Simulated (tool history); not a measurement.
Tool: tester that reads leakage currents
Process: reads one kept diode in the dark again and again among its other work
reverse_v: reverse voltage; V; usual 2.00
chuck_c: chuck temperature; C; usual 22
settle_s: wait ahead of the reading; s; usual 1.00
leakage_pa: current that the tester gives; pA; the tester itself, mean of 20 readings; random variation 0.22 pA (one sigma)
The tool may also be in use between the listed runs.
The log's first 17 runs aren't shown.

run,hour,reverse_v,chuck_c,settle_s,leakage_pa
18,986.2,2.00,22,1.00,65.82
19,1068.3,2.00,22,1.00,65.91
20,1109.8,2.00,22,1.00,65.66
21,1172.2,2.00,22,1.00,65.58
22,1206.8,2.00,22,1.00,65.50
23,1286.1,3.46,28,7.32,133.89
24,1338.2,3.46,28,7.32,134.56
25,1407.6,2.00,25,1.00,82.10
26,1491.9,8.22,25,2.12,160.73
27,1570.6,8.22,25,2.12,160.14
28,1652.1,8.22,43,0.77,600.17
29,1709.9,1.71,54,9.59,599.48
30,1778.7,19.91,54,2.59,1906.58
31,1844.0,2.00,28,0.82,102.30
32,1891.6,16.93,26,5.10,240.20
# hour 1923.2: chuck's temperature calibrated
33,1952.9,4.81,32,0.34,238.72
34,1999.3,15.63,46,8.06,1102.68
35,2069.8,5.31,31,3.42,228.92
36,2142.6,2.00,23,5.12,77.84
37,2199.0,2.00,23,5.12,77.68
38,2272.2,3.87,20,1.81,84.11
39,2313.5,3.87,20,1.81,83.18
40,2380.9,1.55,21,1.00,58.63
41,2419.9,5.27,26,0.34,157.06

Forecast each of these 3 alternatives for the next run:
A,2498.0,1.22,22,1.00,?
B,2498.0,8.39,24,0.63,?
C,2498.0,2.00,22,1.41,?

run,leakage_pa
A,56.60
B,167.28
C,71.54
Without the tool's hidden state the same runs would have given:
run,leakage_pa
A,57.19
B,167.86
C,72.19
